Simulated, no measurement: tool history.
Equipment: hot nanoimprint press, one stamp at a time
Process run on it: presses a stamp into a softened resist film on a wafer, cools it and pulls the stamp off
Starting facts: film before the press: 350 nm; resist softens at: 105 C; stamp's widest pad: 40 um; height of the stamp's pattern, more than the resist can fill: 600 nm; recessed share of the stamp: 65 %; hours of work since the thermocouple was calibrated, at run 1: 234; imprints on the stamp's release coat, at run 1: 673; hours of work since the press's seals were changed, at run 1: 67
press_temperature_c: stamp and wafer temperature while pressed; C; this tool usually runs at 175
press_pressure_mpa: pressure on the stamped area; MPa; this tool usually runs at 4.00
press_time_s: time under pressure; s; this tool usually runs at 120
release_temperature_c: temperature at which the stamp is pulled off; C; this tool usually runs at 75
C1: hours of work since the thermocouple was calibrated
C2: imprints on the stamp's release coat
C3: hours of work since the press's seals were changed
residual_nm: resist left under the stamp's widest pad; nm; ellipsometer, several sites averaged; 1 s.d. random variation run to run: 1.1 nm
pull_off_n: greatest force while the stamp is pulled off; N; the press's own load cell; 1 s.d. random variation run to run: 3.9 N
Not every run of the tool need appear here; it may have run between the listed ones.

run 1 hour=0.0 | press_temperature_c=175 press_pressure_mpa=4.00 press_time_s=120 release_temperature_c=75 | C1=234 C2=673 C3=67 | residual_nm=152.7 pull_off_n=246
run 2 hour=5.5 | press_temperature_c=175 press_pressure_mpa=4.00 press_time_s=120 release_temperature_c=75 | C1=238 C2=694 C3=71 | residual_nm=152.8 pull_off_n=254
run 3 hour=10.1 | press_temperature_c=175 press_pressure_mpa=4.00 press_time_s=120 release_temperature_c=75 | C1=241 C2=711 C3=74 | residual_nm=151.4 pull_off_n=255
run 4 hour=18.2 | press_temperature_c=175 press_pressure_mpa=4.00 press_time_s=120 release_temperature_c=75 | C1=247 C2=742 C3=80 | residual_nm=152.3 pull_off_n=239
run 5 hour=26.8 | press_temperature_c=175 press_pressure_mpa=4.00 press_time_s=120 release_temperature_c=75 | C1=253 C2=774 C3=86 | residual_nm=152.4 pull_off_n=253
run 6 hour=35.0 | press_temperature_c=182 press_pressure_mpa=4.00 press_time_s=120 release_temperature_c=75 | C1=259 C2=805 C3=92 | residual_nm=105.2 pull_off_n=254
run 7 hour=44.0 | press_temperature_c=182 press_pressure_mpa=4.00 press_time_s=120 release_temperature_c=75 | C1=265 C2=839 C3=98 | residual_nm=106.3 pull_off_n=261
run 8 hour=48.5 | press_temperature_c=175 press_pressure_mpa=4.00 press_time_s=188 release_temperature_c=75 | C1=268 C2=856 C3=101 | residual_nm=127.7 pull_off_n=267
run 9 hour=56.5 | press_temperature_c=175 press_pressure_mpa=4.00 press_time_s=188 release_temperature_c=75 | C1=274 C2=886 C3=107 | residual_nm=127.3 pull_off_n=266
run 10 hour=66.2 | press_temperature_c=175 press_pressure_mpa=4.00 press_time_s=188 release_temperature_c=75 | C1=281 C2=923 C3=113 | residual_nm=127.9 pull_off_n=277
run 11 hour=74.3 | press_temperature_c=175 press_pressure_mpa=4.00 press_time_s=120 release_temperature_c=75 | C1=286 C2=953 C3=119 | residual_nm=149.6 pull_off_n=271
run 12 hour=81.7 | press_temperature_c=175 press_pressure_mpa=4.00 press_time_s=120 release_temperature_c=75 | C1=291 C2=981 C3=124 | residual_nm=150.9 pull_off_n=273
-- hour=85.3 plate thermocouple calibrated
run 13 hour=93.5 | press_temperature_c=175 press_pressure_mpa=4.00 press_time_s=120 release_temperature_c=75 | C1=6 C2=1014 C3=130 | residual_nm=144.8 pull_off_n=270
-- hour=106.7 stamp cleaned and given a new release coat
-- hour=110.6 plate thermocouple calibrated, once more
run 14 hour=112.3 | press_temperature_c=175 press_pressure_mpa=4.00 press_time_s=120 release_temperature_c=75 | C1=1 C2=10 C3=137 | residual_nm=154.3 pull_off_n=185
run 15 hour=119.8 | press_temperature_c=175 press_pressure_mpa=4.00 press_time_s=120 release_temperature_c=75 | C1=6 C2=38 C3=142 | residual_nm=154.1 pull_off_n=187
run 16 hour=129.0 | press_temperature_c=172 press_pressure_mpa=4.00 press_time_s=231 release_temperature_c=66 | C1=13 C2=73 C3=149 | residual_nm=144.3 pull_off_n=196
run 17 hour=137.3 | press_temperature_c=172 press_pressure_mpa=6.33 press_time_s=231 release_temperature_c=80 | C1=19 C2=104 C3=155 | residual_nm=112.1 pull_off_n=185
run 18 hour=141.3 | press_temperature_c=164 press_pressure_mpa=4.45 press_time_s=120 release_temperature_c=68 | C1=21 C2=119 C3=157 | residual_nm=249.6 pull_off_n=207
run 19 hour=147.6 | press_temperature_c=171 press_pressure_mpa=2.54 press_time_s=225 release_temperature_c=72 | C1=26 C2=143 C3=162 | residual_nm=192.5 pull_off_n=203
run 20 hour=155.0 | press_temperature_c=175 press_pressure_mpa=4.00 press_time_s=240 release_temperature_c=75 | C1=31 C2=171 C3=167 | residual_nm=119.1 pull_off_n=200
run 21 hour=162.8 | press_temperature_c=175 press_pressure_mpa=4.00 press_time_s=240 release_temperature_c=75 | C1=36 C2=200 C3=172 | residual_nm=118.6 pull_off_n=203
run 22 hour=168.8 | press_temperature_c=175 press_pressure_mpa=4.95 press_time_s=120 release_temperature_c=62 | C1=41 C2=223 C3=177 | residual_nm=137.6 pull_off_n=225
run 23 hour=176.0 | press_temperature_c=186 press_pressure_mpa=4.95 press_time_s=77 release_temperature_c=62 | C1=46 C2=250 C3=182 | residual_nm=93.5 pull_off_n=224
run 24 hour=183.9 | press_temperature_c=165 press_pressure_mpa=2.55 press_time_s=77 release_temperature_c=64 | C1=51 C2=280 C3=187 | residual_nm=297.7 pull_off_n=227
run 25 hour=191.6 | press_temperature_c=175 press_pressure_mpa=4.00 press_time_s=72 release_temperature_c=69 | C1=56 C2=309 C3=193 | residual_nm=183.9 pull_off_n=225
run 26 hour=199.5 | press_temperature_c=175 press_pressure_mpa=4.00 press_time_s=72 release_temperature_c=69 | C1=62 C2=339 C3=198 | residual_nm=181.5 pull_off_n=222
run 27 hour=208.0 | press_temperature_c=175 press_pressure_mpa=4.00 press_time_s=72 release_temperature_c=69 | C1=68 C2=371 C3=204 | residual_nm=182.3 pull_off_n=228
run 28 hour=212.3 | press_temperature_c=175 press_pressure_mpa=3.40 press_time_s=120 release_temperature_c=75 | C1=71 C2=387 C3=207 | residual_nm=167.4 pull_off_n=221
run 29 hour=218.3 | press_temperature_c=165 press_pressure_mpa=4.00 press_time_s=155 release_temperature_c=75 | C1=75 C2=409 C3=211 | residual_nm=229.9 pull_off_n=231
run 30 hour=223.6 | press_temperature_c=175 press_pressure_mpa=4.00 press_time_s=134 release_temperature_c=75 | C1=79 C2=429 C3=215 | residual_nm=146.5 pull_off_n=230

Entry by entry between the runs, the difference in hidden state between the last listed run before and the first listed run after:
From run 12 to run 13: plate thermocouple calibrated (hour 85.3)
  true temperature over the reading, C: 0.68 -> 1.11; pressure that arrives at the usual setting, %: 99.94 -> 99.92; grip of the stamp's worn release coat, % over a new coat's: 45.7 -> 47.4
  the result without the hidden state subtracted from the measured one, residual_nm: -5.3 -> -8.5 nm; pull_off_n: +85 -> +86 N
From run 13 to run 14: stamp cleaned and given a new release coat (hour 106.7); plate thermocouple calibrated, once more (hour 110.6)
  true temperature over the reading, C: 1.11 -> 0.12; pressure that arrives at the usual setting, %: 99.92 -> 99.89; grip of the stamp's worn release coat, % over a new coat's: 47.4 -> 0.4
  the result without the hidden state subtracted from the measured one, residual_nm: -8.5 -> -0.9 nm; pull_off_n: +86 -> +1 N

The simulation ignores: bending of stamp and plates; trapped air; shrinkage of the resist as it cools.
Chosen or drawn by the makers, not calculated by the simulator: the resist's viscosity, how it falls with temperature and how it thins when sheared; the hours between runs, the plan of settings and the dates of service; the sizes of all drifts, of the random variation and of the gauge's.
